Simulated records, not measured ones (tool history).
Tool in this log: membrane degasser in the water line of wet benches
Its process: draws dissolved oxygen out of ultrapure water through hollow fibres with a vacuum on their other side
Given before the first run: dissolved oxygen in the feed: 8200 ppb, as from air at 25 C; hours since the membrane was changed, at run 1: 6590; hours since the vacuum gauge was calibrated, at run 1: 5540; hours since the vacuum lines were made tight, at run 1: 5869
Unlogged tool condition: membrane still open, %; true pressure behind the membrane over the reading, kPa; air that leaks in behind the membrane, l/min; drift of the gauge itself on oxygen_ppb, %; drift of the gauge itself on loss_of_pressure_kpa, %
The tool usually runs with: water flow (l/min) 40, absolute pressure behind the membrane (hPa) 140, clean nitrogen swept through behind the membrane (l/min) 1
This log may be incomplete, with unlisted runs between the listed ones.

run,hour,water flow (l/min),absolute pressure behind the membrane (hPa),clean nitrogen swept through behind the membrane (l/min),hours since the membrane was changed,hours since the vacuum gauge was calibrated,hours since the vacuum lines were made tight,dissolved oxygen in the water behind the degasser (ppb),pressure that the water loses in the fibres (hPa)
1,0,40,140,1,6590,5540,5869,862.2,658.5
# hour 42: seals of the vacuum lines changed
2,105.1,40,140,1,6693,5643,63,857.6,663.9
3,284.2,40,140,1.23,6872,5822,242,736.5,663.9
# hour 448.9: vacuum gauge calibrated
4,459,40,140,1.23,7046,10,416,718.7,662.6
5,632.7,40,140,1.23,7220,184,590,712.2,665
6,733.6,40,140,1,7321,285,691,841.4,671.4
7,825.5,40,140,1,7413,377,783,830.2,668.7
8,932.4,40,140,1,7520,484,890,844.9,666.1
9,1069.4,40,140,1,7657,620,1027,831.1,665.4
10,1192.5,40,140,1,7780,744,1150,823.3,668.7
11,1311.9,40,140,1,7899,863,1269,833,669.2
12,1441.1,40,140,1,8028,992,1399,838.8,666.8
13,1610.3,40,140,1,8198,1161,1568,822.8,670.8
14,1734.6,40,140,1,8322,1286,1692,835.9,669.5
15,1906.4,40,140,1,8494,1457,1864,831.5,674.9
16,2001.9,40,140,1,8589,1553,1959,843.5,670.2
17,2093.3,40,140,1,8681,1644,2051,841.6,670.5
18,2188.6,40,140,1,8776,1740,2146,832.2,670.6
19,2358.4,40,140,1,8946,1909,2316,843.6,670.3
20,2469.3,60,140,1,9057,2020,2427,1194.1,1014.6
21,2609.2,42,323,2.34,9196,2160,2567,1100.5,703
22,2791.9,52,97,2.75,9379,2343,2749,378.9,877.8
23,2930.4,52,233,0.44,9518,2481,2888,2738.7,877.7
24,3117.9,44,134,0.81,9705,2669,3075,992.6,747.2
25,3241.1,44,134,0.81,9828,2792,3199,1013.4,744.2
26,3353,40,269,1.73,9940,2904,3311,1109.4,679.8
27,3542.6,40,269,1.73,10130,3094,3500,1110.1,675
28,3632,40,269,1.03,10219,3183,3590,1629.7,677.7
29,3806.6,40,149,1.13,10394,3358,3764,830.5,677.1
30,3928.4,40,149,1.13,10516,3479,3886,841,681
31,4072.5,32,291,1.3,10660,3624,4030,1230.4,544.3
32,4213.9,44,184,1,10801,3765,4171,1226.3,753.6
33,4318.5,47,117,1.2,10906,3870,4276,725,797.6

For each entry between runs, how does the tool's hidden state at the last listed run before it compare with that at the first listed run after it?
In the gap between runs 1 and 2: seals of the vacuum lines changed (hour 42)
  membrane still open, %: 95.5 -> 95.4; true pressure behind the membrane over the reading, kPa: 0.38 -> 0.39; air that leaks in behind the membrane, l/min: 0.0093 -> 0.0025
  measured minus no-state result, dissolved oxygen in the water behind the degasser (ppb): +33.9 -> +33.7; pressure that the water loses in the fibres (hPa): +29.9 -> +30.5
In the gap between runs 3 and 4: vacuum gauge calibrated (hour 448.9)
  membrane still open, %: 95.3 -> 95.1; true pressure behind the membrane over the reading, kPa: 0.4 -> -0.03; air that leaks in behind the membrane, l/min: 0.0028 -> 0.003
  measured minus no-state result, dissolved oxygen in the water behind the degasser (ppb): +31.2 -> +6.9; pressure that the water loses in the fibres (hPa): +31.4 -> +32.3
